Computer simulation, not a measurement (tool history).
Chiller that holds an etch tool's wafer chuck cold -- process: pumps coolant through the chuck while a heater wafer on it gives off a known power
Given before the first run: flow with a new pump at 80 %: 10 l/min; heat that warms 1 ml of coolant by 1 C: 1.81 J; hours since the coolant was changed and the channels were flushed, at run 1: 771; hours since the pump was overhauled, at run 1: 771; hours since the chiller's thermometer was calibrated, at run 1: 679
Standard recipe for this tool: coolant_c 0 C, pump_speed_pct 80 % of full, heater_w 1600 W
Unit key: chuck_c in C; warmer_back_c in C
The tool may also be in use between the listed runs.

| run | hour | coolant_c | pump_speed_pct | heater_w | hours since the coolant was changed and the channels were flushed | hours since the pump was overhauled | hours since the chiller's thermometer was calibrated | chuck_c | warmer_back_c |
|---|---|---|---|---|---|---|---|---|---|
| 1 | 0 | 0 | 80 | 1600 | 771 | 771 | 679 | 12.4 | 5.39 |
| 2 | 29.6 | 0 | 80 | 1600 | 800 | 800 | 709 | 12.3 | 5.35 |
| 3 | 67.6 | 0 | 80 | 1493 | 838 | 838 | 747 | 11.5 | 4.92 |
| 4 | 101.5 | 0 | 80 | 1493 | 872 | 872 | 781 | 11.5 | 4.88 |
| 5 | 140.7 | 0 | 80 | 1493 | 911 | 911 | 820 | 11.7 | 4.96 |
| 6 | 165.8 | 0 | 80 | 1291 | 936 | 936 | 845 | 10.1 | 4.26 |
| 7 | 201.9 | 0 | 80 | 1291 | 972 | 972 | 881 | 9.9 | 4.27 |
| 8 | 234.3 | 0 | 80 | 970 | 1005 | 1005 | 914 | 7.5 | 3.21 |
| 9 | 263.4 | 0 | 80 | 970 | 1034 | 1034 | 943 | 7.5 | 3.17 |
| 10 | 305.3 | -8 | 62 | 1576 | 1076 | 1076 | 985 | 6.4 | 6.77 |
| 11 | 334.7 | 1 | 80 | 1600 | 1105 | 1105 | 1014 | 13.6 | 5.18 |
| 12 | 356.3 | -2 | 98 | 1600 | 1127 | 1127 | 1036 | 8.9 | 4.16 |
| 13 | 386.3 | -7 | 96 | 1600 | 1157 | 1157 | 1066 | 4.1 | 4.26 |
| 14 | 423 | 3 | 96 | 1600 | 1194 | 1194 | 1102 | 14.2 | 4.32 |
| 15 | 452.7 | 3 | 96 | 1600 | 1223 | 1223 | 1132 | 14.2 | 4.31 |
| 16 | 484.6 | -6 | 63 | 908 | 1255 | 1255 | 1164 | 2.1 | 3.81 |
| 17 | 510.5 | -9 | 63 | 1657 | 1281 | 1281 | 1190 | 6 | 6.86 |
| 18 | 544.2 | -9 | 63 | 1657 | 1315 | 1315 | 1223 | 5.8 | 6.97 |

Each row is a separate what-if for the run after 18, all from the same tool condition, not one after another. Results?
| A | 587 | 0 | 80 | 2053 | 1358 | 1358 | 1266 | ? | ? |
| B | 587 | -6 | 63 | 930 | 1358 | 1358 | 1266 | ? | ? |
| C | 587 | -7 | 75 | 1010 | 1358 | 1358 | 1266 | ? | ? |
| D | 587 | -6 | 93 | 1358 | 1358 | 1358 | 1266 | ? | ? |
| E | 587 | 4 | 77 | 1709 | 1358 | 1358 | 1266 | ? | ? |

| run | chuck_c | warmer_back_c |
|---|---|---|
| A | 15.9 | 6.71 |
| B | 2.4 | 3.82 |
| C | 1.3 | 3.5 |
| D | 3.5 | 3.71 |
| E | 17.6 | 5.71 |
The same runs, with their run-to-run variation unchanged, on a tool lacking any hidden condition would have given:
| run | chuck_c | warmer_back_c |
|---|---|---|
| A | 15.9 | 6.85 |
| B | 2.4 | 3.95 |
| C | 1.3 | 3.63 |
| D | 3.5 | 3.85 |
| E | 17.6 | 5.84 |

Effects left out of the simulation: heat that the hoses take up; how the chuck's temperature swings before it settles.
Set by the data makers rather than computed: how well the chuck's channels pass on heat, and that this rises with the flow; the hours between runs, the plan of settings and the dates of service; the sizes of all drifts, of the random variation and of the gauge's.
